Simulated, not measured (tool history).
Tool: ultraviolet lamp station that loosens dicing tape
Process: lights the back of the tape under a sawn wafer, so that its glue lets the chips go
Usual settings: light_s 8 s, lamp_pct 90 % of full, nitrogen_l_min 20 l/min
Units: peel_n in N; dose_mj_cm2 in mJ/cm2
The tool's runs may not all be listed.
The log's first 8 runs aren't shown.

run	hour	light_s	lamp_pct	nitrogen_l_min	peel_n	dose_mj_cm2
9	289.5	12	90	20	0.318	564
10	340.6	8	90	20	0.582	364
11	378.4	8	90	20	0.616	360
12	420.0	8	68	20	0.941	271
13	470.9	8	68	20	0.998	264
14	498.3	8	68	20	1.021	259
15	554.1	8	68	20	1.071	253
16	606.0	8	90	33	0.554	330
17	643.6	7	79	33	0.852	249
18	694.5	7	79	33	0.920	242
19	745.8	12	90	7	0.703	466
20	784.3	8	71	28	0.996	240
21	813.8	11	90	9	0.785	409
22	859.4	9	90	32	0.558	330
23	900.0	9	90	26	0.648	323
24	948.7	9	90	26	0.643	314
25	983.3	7	72	15	1.553	190
26	1015.9	11	61	20	1.041	255
27	1071.9	5	90	11	2.027	166
28	1106.2	9	78	9	1.499	253
29	1135.5	8	63	6	2.344	179
30	1175.2	5	82	20	1.899	144
# hour 1206.2: window cleaned of glue's vapour
# hour 1217.4: lamp changed
31	1218.0	7	94	11	0.799	370

Forecast each of these 3 alternatives for the next run:
A	1253.7	5	75	8	?	?
B	1253.7	13	67	6	?	?
C	1253.7	8	90	29	?	?

run	peel_n	dose_mj_cm2
A	1.871	208
B	0.724	488
C	0.433	397
Without the tool's hidden state the same runs would have given:
run	peel_n	dose_mj_cm2
A	1.833	213
B	0.700	499
C	0.418	406
